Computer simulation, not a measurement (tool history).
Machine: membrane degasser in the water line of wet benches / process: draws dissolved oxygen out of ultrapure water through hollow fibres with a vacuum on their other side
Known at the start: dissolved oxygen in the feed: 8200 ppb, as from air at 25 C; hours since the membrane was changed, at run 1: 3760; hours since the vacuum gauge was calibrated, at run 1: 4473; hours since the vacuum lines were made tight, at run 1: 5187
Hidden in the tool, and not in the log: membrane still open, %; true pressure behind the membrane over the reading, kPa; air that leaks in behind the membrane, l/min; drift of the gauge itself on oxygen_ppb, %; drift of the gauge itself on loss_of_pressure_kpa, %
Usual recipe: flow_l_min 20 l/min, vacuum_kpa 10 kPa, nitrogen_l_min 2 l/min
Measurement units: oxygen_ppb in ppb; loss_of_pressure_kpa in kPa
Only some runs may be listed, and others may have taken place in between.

run	hour	flow_l_min	vacuum_kpa	nitrogen_l_min	hours since the membrane was changed	hours since the vacuum gauge was calibrated	hours since the vacuum lines were made tight	oxygen_ppb	loss_of_pressure_kpa
1	0	20	10	2	3760	4473	5187	163.6	46.2
2	100.1	20	10	2	3860	4574	5287	163.5	46.55
3	193.6	20	10	2	3953	4667	5381	163.9	46.36
4	313.1	20	10	2	4073	4787	5500	164.1	46.4
5	400.2	20	10	2	4160	4874	5588	164.2	46.47
6	464.5	20	7.9	2	4224	4938	5652	115.3	46.32
7	565.5	20	7.9	2	4325	5039	5753	115.6	46.37
8	644.3	20	7.9	2	4404	5118	5832	116	46.44
9	716.5	20	7.9	2	4476	5190	5904	115.7	46.24
10	820.2	16	10	2	4580	5294	6008	132.9	37.06
11	886.1	20	10	4.18	4646	5360	6074	83.4	46.54
12	941.3	20	10	4.18	4701	5415	6129	83.2	46.12
13	1032.8	20	10	4.18	4792	5506	6220	83.3	46.44
14	1087.9	20	10	4.18	4847	5561	6275	83.5	46.21
15	1218.4	20	21.9	2	4978	5692	6406	428.9	46.46
16	1329.1	20	21.9	2	5089	5803	6516	429.6	46.32
# hour 1349.7: vacuum gauge calibrated
17	1452.1	15	7.3	3.51	5211	102	6639	44.6	34.78
18	1575.3	15	7.3	3.51	5334	226	6762	44.6	34.82
19	1683.8	27	17.5	3.51	5443	334	6871	265.9	62.76
20	1737.7	26	13.4	3.51	5497	388	6925	186.1	60.31
21	1845.2	18	10	2	5604	496	7032	147.4	42
22	1978.7	13	11.3	0.93	5738	629	7166	259.6	30.01
23	2092.3	13	11.3	4.88	5851	743	7279	54.8	30.21
24	2154.1	26	11.3	4.88	5913	804	7341	111.8	60.44
25	2237.3	26	11.3	4.88	5996	888	7424	112.2	60.49
26	2360.4	20	10	0.9	6119	1011	7547	328.1	46.42
27	2438.1	20	7.1	2.09	6197	1088	7625	92.2	46.56
28	2547.3	15	10.5	1.87	6306	1198	7734	141.6	34.99
29	2632.6	23	12.1	2	6392	1283	7820	241.3	53.81
30	2695.5	28	8.3	1.15	6455	1346	7882	274.9	65.23
31	2811.7	18	7.3	1.15	6571	1462	7999	149.8	42
32	2878.1	23	10	1.12	6637	1528	8065	309.5	53.87

Each row is a separate what-if for the run after 32, all from the same tool condition, not one after another. Results?
A	2962.1	14	7.5	2.85	6721	1612	8149	?	?
B	2962.1	31	7.6	3.38	6721	1612	8149	?	?
C	2962.1	12	10	0.99	6721	1612	8149	?	?

run	oxygen_ppb	loss_of_pressure_kpa
A	53.6	32.59
B	109	71.82
C	193.7	28.11
The same runs, with their run-to-run variation unchanged, on a tool lacking any hidden condition would have given:
run	oxygen_ppb	loss_of_pressure_kpa
A	51.9	32.08
B	105.8	70.69
C	189.2	27.68
